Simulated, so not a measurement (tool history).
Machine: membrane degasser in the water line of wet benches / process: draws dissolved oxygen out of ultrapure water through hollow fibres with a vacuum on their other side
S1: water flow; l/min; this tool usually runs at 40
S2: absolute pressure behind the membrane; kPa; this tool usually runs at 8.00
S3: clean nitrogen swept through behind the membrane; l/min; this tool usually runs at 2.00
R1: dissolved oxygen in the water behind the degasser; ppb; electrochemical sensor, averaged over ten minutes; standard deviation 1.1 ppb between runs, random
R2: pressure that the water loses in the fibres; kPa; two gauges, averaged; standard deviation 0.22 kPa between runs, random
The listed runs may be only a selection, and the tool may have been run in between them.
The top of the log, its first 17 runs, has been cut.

run 18 hour=735.4 | S1=25 S2=7.00 S3=5.74 | R1=41.9 R2=32.78
run 19 hour=787.3 | S1=27 S2=7.00 S3=2.73 | R1=91.3 R2=35.31
run 20 hour=835.8 | S1=31 S2=16.86 S3=3.77 | R1=265.9 R2=40.42
run 21 hour=890.5 | S1=56 S2=7.17 S3=2.48 | R1=257.9 R2=72.59
run 22 hour=938.1 | S1=56 S2=7.17 S3=2.48 | R1=258.4 R2=72.95
run 23 hour=979.1 | S1=50 S2=17.11 S3=2.00 | R1=755.2 R2=64.96
run 24 hour=1020.5 | S1=50 S2=17.11 S3=2.00 | R1=747.8 R2=65.10
run 25 hour=1063.2 | S1=50 S2=17.11 S3=0.85 | R1=1372.8 R2=64.99
run 26 hour=1089.8 | S1=41 S2=10.79 S3=0.85 | R1=691.8 R2=53.29
run 27 hour=1145.6 | S1=41 S2=10.79 S3=0.85 | R1=690.7 R2=53.10
run 28 hour=1204.8 | S1=38 S2=14.18 S3=3.27 | R1=303.7 R2=49.29
run 29 hour=1262.9 | S1=38 S2=14.18 S3=3.27 | R1=305.9 R2=49.59
run 30 hour=1301.9 | S1=39 S2=8.40 S3=2.26 | R1=216.9 R2=50.58
run 31 hour=1337.1 | S1=39 S2=8.40 S3=2.26 | R1=217.2 R2=51.22
run 32 hour=1391.7 | S1=57 S2=7.51 S3=2.26 | R1=303.2 R2=74.28

Here are 4 independent what-if runs from the current tool condition. What would each one return?
run A hour=1420.5 | S1=43 S2=12.42 S3=1.53 | R1=? R2=?
run B hour=1420.5 | S1=57 S2=19.98 S3=2.26 | R1=? R2=?
run C hour=1420.5 | S1=39 S2=12.01 S3=0.97 | R1=? R2=?
run D hour=1420.5 | S1=40 S2=8.00 S3=3.60 | R1=? R2=?

run=A R1=556.2 R2=55.99
run=B R1=916.2 R2=74.65
run=C R1=695.3 R2=50.34
run=D R1=140.7 R2=51.91
The same runs, with their run-to-run variation unchanged, on a tool lacking any hidden condition would have given:
run=A R1=541.5 R2=55.98
run=B R1=891.9 R2=74.64
run=C R1=676.9 R2=50.33
run=D R1=137.0 R2=51.89
